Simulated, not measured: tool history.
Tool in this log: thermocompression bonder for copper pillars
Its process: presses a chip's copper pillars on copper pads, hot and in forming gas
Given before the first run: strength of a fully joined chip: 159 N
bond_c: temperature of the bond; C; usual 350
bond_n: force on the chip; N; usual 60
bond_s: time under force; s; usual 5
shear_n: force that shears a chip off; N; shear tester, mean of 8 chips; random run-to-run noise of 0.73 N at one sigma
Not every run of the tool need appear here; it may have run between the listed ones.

run   hour  bond_c  bond_n  bond_s  shear_n
  1      0     350      60       5     51.5
      37.6  -- forming gas filter changed
  2   39.7     350      60      14     82.2
  3   84.2     350      60      14     78.4
  4  129.5     350      60      14     77.4
  5  183.6     350      60      14     75.1
  6  242.1     350      60      14     73.4
     250.2  -- forming gas filter changed
  7  282.8     350      60      14     81.3
  8  342.7     350      60       5     53.9
  9  393.6     350      60       5       52
 10  442.3     350      60       5     50.2
     459.8  -- forming gas filter changed
 11    478     350      60       5     56.8
 12  532.1     350      60       5     52.8
 13  564.6     350      76       5     59.3
 14  612.6     350      76       5     57.8
 15  648.1     350      60       5     50.6
     669.9  -- forming gas filter changed
 16  676.1     350      60      12     77.3
 17  704.1     350      60      12     77.7
 18  745.2     350      60      12     73.8
     769.7  -- force cell calibrated
 19  777.3     350      60      12     69.4
 20  820.7     354      53       5     47.6
 21    860     356      62       8     63.7
     871.6  -- heater calibrated with a thermocouple chip
       887  -- forming gas filter changed
 22  924.9     356      62       8     73.9

Run 23 has not been measured yet. What should we expect?
 23  963.9     341      52       5        ?

Run 23 gave shear_n 43.6 N.
Take away the tool's hidden state, keep the run-to-run variation as it was, and the same run would have given shear_n 45.2 N.
